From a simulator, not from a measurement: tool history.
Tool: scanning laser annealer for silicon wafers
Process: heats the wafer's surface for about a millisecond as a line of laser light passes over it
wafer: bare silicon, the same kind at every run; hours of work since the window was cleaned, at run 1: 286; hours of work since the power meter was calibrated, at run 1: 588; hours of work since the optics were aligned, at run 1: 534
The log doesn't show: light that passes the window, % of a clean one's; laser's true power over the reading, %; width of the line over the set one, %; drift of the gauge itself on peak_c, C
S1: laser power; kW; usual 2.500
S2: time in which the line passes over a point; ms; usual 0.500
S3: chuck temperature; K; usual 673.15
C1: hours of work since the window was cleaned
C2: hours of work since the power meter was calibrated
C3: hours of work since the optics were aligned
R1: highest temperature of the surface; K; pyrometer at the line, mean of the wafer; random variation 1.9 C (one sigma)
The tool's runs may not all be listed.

run 1 day=0.000 | S1=2.500 S2=0.500 S3=673.15 | C1=286 C2=588 C3=534 | R1=1382.15
run 2 day=2.583 | S1=2.500 S2=0.500 S3=673.15 | C1=311 C2=613 C3=558 | R1=1383.15
run 3 day=4.200 | S1=2.500 S2=0.500 S3=673.15 | C1=326 C2=629 C3=574 | R1=1377.15
run 4 day=6.767 | S1=2.500 S2=0.500 S3=673.15 | C1=351 C2=653 C3=599 | R1=1381.15
run 5 day=9.229 | S1=2.500 S2=0.500 S3=681.15 | C1=375 C2=677 C3=622 | R1=1388.15
run 6 day=10.867 | S1=2.156 S2=0.500 S3=673.15 | C1=390 C2=693 C3=638 | R1=1273.15
run 7 day=13.454 | S1=2.156 S2=0.500 S3=673.15 | C1=415 C2=718 C3=663 | R1=1275.15
run 8 day=16.538 | S1=2.500 S2=0.500 S3=664.15 | C1=445 C2=747 C3=693 | R1=1374.15
run 9 day=19.742 | S1=2.353 S2=0.353 S3=701.15 | C1=476 C2=778 C3=724 | R1=1256.15

The next listed run, before its measurement:
run 10 day=23.083 | S1=2.668 S2=0.411 S3=701.15 | C1=508 C2=810 C3=756 | R1=?

{"run 10": {"R1": 1392.15}}
Without the tool's hidden state the same run would have given R1 1393.15 K.
